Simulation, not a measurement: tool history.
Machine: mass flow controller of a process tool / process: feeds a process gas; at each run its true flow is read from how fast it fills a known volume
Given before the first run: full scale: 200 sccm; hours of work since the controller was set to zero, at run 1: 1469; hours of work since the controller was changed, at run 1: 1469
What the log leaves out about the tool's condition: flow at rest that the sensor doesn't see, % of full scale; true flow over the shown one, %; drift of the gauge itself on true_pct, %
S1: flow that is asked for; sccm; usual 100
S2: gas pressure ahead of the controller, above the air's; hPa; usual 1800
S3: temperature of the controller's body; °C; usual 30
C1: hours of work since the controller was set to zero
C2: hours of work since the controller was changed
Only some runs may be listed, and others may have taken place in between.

run 1 hour=0 | S1=100 S2=1800 S3=30 | C1=1469 C2=1469 | true_flow_(%)=99.85
run 2 hour=168.4 | S1=100 S2=1800 S3=30 | C1=1577 C2=1577 | true_flow_(%)=99.82
run 3 hour=337.7 | S1=100 S2=1800 S3=30 | C1=1687 C2=1687 | true_flow_(%)=99.76
run 4 hour=496.3 | S1=100 S2=1800 S3=30 | C1=1789 C2=1789 | true_flow_(%)=99.83
run 5 hour=660.3 | S1=63 S2=1800 S3=30 | C1=1895 C2=1895 | true_flow_(%)=99.56
run 6 hour=730.7 | S1=63 S2=1800 S3=30 | C1=1941 C2=1941 | true_flow_(%)=99.58
run 7 hour=898.3 | S1=100 S2=1800 S3=30 | C1=2049 C2=2049 | true_flow_(%)=99.9
run 8 hour=1029.3 | S1=100 S2=1800 S3=30 | C1=2133 C2=2133 | true_flow_(%)=99.69
run 9 hour=1170.1 | S1=100 S2=1800 S3=30 | C1=2224 C2=2224 | true_flow_(%)=99.95
run 10 hour=1328.7 | S1=100 S2=1800 S3=30 | C1=2327 C2=2327 | true_flow_(%)=99.94
run 11 hour=1455.4 | S1=100 S2=1800 S3=30 | C1=2409 C2=2409 | true_flow_(%)=99.91
run 12 hour=1534.5 | S1=100 S2=1800 S3=30 | C1=2460 C2=2460 | true_flow_(%)=99.94
run 13 hour=1668.8 | S1=100 S2=1800 S3=30 | C1=2547 C2=2547 | true_flow_(%)=99.84
run 14 hour=1783.9 | S1=100 S2=1800 S3=30 | C1=2621 C2=2621 | true_flow_(%)=99.78
run 15 hour=1905.5 | S1=100 S2=1800 S3=30 | C1=2699 C2=2699 | true_flow_(%)=99.95
run 16 hour=2015.9 | S1=100 S2=1800 S3=30 | C1=2771 C2=2771 | true_flow_(%)=99.94
run 17 hour=2150.1 | S1=109 S2=2620 S3=20 | C1=2857 C2=2857 | true_flow_(%)=99.16
run 18 hour=2296.6 | S1=96 S2=2620 S3=20 | C1=2952 C2=2952 | true_flow_(%)=99.26
run 19 hour=2440.2 | S1=34 S2=2190 S3=30 | C1=3045 C2=3045 | true_flow_(%)=99.66
run 20 hour=2557.9 | S1=176 S2=1800 S3=35 | C1=3121 C2=3121 | true_flow_(%)=101.02
run 21 hour=2718.1 | S1=176 S2=1800 S3=35 | C1=3224 C2=3224 | true_flow_(%)=100.83
run 22 hour=2811 | S1=46 S2=1800 S3=23 | C1=3284 C2=3284 | true_flow_(%)=98.68
run 23 hour=2960.1 | S1=27 S2=1900 S3=27 | C1=3381 C2=3381 | true_flow_(%)=99.18
run 24 hour=3081.8 | S1=126 S2=1410 S3=24 | C1=3459 C2=3459 | true_flow_(%)=99.07
run 25 hour=3218.1 | S1=182 S2=1800 S3=30 | C1=3547 C2=3547 | true_flow_(%)=100.25
run 26 hour=3361.7 | S1=21 S2=2310 S3=25 | C1=3640 C2=3640 | true_flow_(%)=99.13
run 27 hour=3534.3 | S1=21 S2=2310 S3=25 | C1=3752 C2=3752 | true_flow_(%)=99.07
run 28 hour=3651.4 | S1=21 S2=2310 S3=25 | C1=3827 C2=3827 | true_flow_(%)=99.09
run 29 hour=3795.7 | S1=21 S2=2310 S3=25 | C1=3920 C2=3920 | true_flow_(%)=99.12
run 30 hour=3964.3 | S1=100 S2=1640 S3=35 | C1=4029 C2=4029 | true_flow_(%)=100.37
run 31 hour=4132.5 | S1=172 S2=2210 S3=30 | C1=4138 C2=4138 | true_flow_(%)=100.68

Alternative continuations, all from the tool just after run 31; predict every row:
run A hour=4212.7 | S1=73 S2=2670 S3=35 | C1=4190 C2=4190 | true_flow_(%)=?
run B hour=4212.7 | S1=172 S2=2060 S3=30 | C1=4190 C2=4190 | true_flow_(%)=?
run C hour=4212.7 | S1=100 S2=1770 S3=27 | C1=4190 C2=4190 | true_flow_(%)=?
run D hour=4212.7 | S1=172 S2=2100 S3=24 | C1=4190 C2=4190 | true_flow_(%)=?
run E hour=4212.7 | S1=78 S2=2670 S3=38 | C1=4190 C2=4190 | true_flow_(%)=?

run=A true_flow_(%)=100.76
run=B true_flow_(%)=100.33
run=C true_flow_(%)=99.43
run=D true_flow_(%)=99.87
run=E true_flow_(%)=101.2
Without the tool's hidden state the same runs would have given:
run=A true_flow_(%)=100.75
run=B true_flow_(%)=100.32
run=C true_flow_(%)=99.42
run=D true_flow_(%)=99.87
run=E true_flow_(%)=101.19
